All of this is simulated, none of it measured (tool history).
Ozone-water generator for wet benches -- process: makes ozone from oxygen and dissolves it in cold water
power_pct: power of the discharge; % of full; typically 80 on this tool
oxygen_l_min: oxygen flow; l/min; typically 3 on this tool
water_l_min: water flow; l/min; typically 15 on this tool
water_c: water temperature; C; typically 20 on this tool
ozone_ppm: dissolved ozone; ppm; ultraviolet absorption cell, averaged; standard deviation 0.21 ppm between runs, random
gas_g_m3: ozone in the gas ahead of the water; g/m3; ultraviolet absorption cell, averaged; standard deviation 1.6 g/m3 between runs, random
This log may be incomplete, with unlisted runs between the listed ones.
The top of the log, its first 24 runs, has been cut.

run,hour,power_pct,oxygen_l_min,water_l_min,water_c,hours of work since the electrodes were changed,hours of work since the contactor was cleaned,hours of work since the thermometer was calibrated,ozone_ppm,gas_g_m3
25,855.1,43,2.07,10,14,2065,4754,1442,28.3,249.3
26,901.5,80,3.76,15,16,2101,4791,1478,31.5,274.6
27,948.3,80,3.76,15,16,2138,4828,1515,31.6,273.4
28,980.8,72,3,15,22,2164,4853,1540,26.8,290.8
29,1012.2,80,3,19,13,2188,4878,1565,26.1,315.3
30,1057.9,74,3,15,20,2224,4914,1601,28.2,295.5
31,1091,43,1.73,14,27,2250,4940,1627,18.3,278.6
32,1137.3,81,1.73,14,13,2287,4976,1663,32.8,440.7

Below are 3 alternative next runs, each starting from the tool's condition after run 32. Predict each:
A,1163.7,80,3,15,23,2307,4997,1684,?,?
B,1163.7,41,2.79,17,20,2307,4997,1684,?,?
C,1163.7,81,1.73,19,13,2307,4997,1684,?,?

run,ozone_ppm,gas_g_m3
A,28.6,314.6
B,16.4,204.1
C,24.3,445.1
Without the tool's unlogged condition, the same runs would have read:
run,ozone_ppm,gas_g_m3
A,28.7,307.2
B,16.5,199.2
C,24.3,434.6
